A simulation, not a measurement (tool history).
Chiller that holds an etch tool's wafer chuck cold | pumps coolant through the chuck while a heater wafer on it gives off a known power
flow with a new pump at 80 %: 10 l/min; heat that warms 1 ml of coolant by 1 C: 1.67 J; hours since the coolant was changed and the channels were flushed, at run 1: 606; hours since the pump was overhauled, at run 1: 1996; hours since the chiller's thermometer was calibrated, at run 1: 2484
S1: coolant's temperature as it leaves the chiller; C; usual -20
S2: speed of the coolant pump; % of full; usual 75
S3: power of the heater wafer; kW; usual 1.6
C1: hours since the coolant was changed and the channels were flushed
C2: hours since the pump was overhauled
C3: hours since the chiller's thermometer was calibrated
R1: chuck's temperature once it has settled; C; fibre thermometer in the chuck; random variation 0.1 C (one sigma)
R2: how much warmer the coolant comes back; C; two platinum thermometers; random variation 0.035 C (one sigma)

run,hour,S1,S2,S3,C1,C2,C3,R1,R2
1,0,-20,75,1.6,606,1996,2484,-1.8,6.32
2,73.9,-20,75,1.6,680,2070,2558,-1.8,6.36
3,146.5,-20,75,1.6,753,2143,2630,-1.9,6.41
4,189.5,-25,75,1.6,796,2186,2673,-6.9,6.3
5,230.5,-25,75,1.6,837,2227,2714,-6.8,6.36
6,294.1,-25,75,1.6,900,2290,2778,-6.9,6.33
7,344.9,-25,75,1.6,951,2341,2829,-6.8,6.31
8,401.7,-25,75,1.6,1008,2398,2886,-6.8,6.33
9,448.5,-20,75,1.6,1055,2445,2932,-1.8,6.3
10,494.7,-20,67,1.6,1101,2491,2979,0,7.09
11,551.9,-20,67,1.6,1158,2548,3036,0.1,7.09
12,588.5,-20,67,1.6,1195,2585,3072,-0.2,7.08
13,650.4,-20,67,1.6,1257,2647,3134,-0.3,7.11
14,682.8,-20,75,2.343,1289,2679,3167,6.8,9.3
15,748.7,-20,75,2.343,1355,2745,3233,6.9,9.39
16,790.2,-20,75,2.343,1397,2787,3274,6.9,9.34
17,828.6,-28,82,1.6,1435,2825,3312,-11,5.84
# hour 846.3: chiller's thermometer calibrated
18,872.9,-29,70,1.098,1478,2868,27,-15.9,4.66
19,944.6,-29,70,1.098,1550,2940,98,-15.9,4.71
20,977.8,-27,61,1.339,1583,2973,131,-9,6.54
21,1029.9,-29,61,1.576,1635,3025,184,-7.9,7.65
22,1099.7,-14,98,1.567,1705,3095,253,0.3,4.79
23,1162.5,-14,98,1.567,1768,3158,316,0,4.84
24,1197.4,-16,62,1.466,1803,3193,351,3.4,7.08
# hour 1222.2: chiller's thermometer calibrated, once more
25,1255.8,-15,97,2.131,1860,3250,34,5.4,6.64
26,1301,-29,90,1.327,1905,3295,79,-15.4,4.47
27,1375.4,-15,91,1.975,1980,3370,153,5.1,6.57
28,1447.1,-15,91,1.975,2051,3441,225,5,6.57
29,1496.8,-16,80,1.975,2101,3491,275,6.3,7.44
30,1544.1,-16,80,1.975,2148,3538,322,6.3,7.54

Forecast each of these 4 alternatives for the next run:
A,1576.8,-11,71,1.6,2181,3571,355,?,?
B,1576.8,-12,64,1.169,2181,3571,355,?,?
C,1576.8,-13,92,1.132,2181,3571,355,?,?
D,1576.8,-16,80,2.137,2181,3571,355,?,?

run,R1,R2
A,8.8,6.77
B,3.6,5.46
C,-1.7,3.75
D,8.2,8.06
Without the tool's hidden state the same runs would have given:
run,R1,R2
A,7.4,6.46
B,2.5,5.21
C,-2.4,3.58
D,6.6,7.7
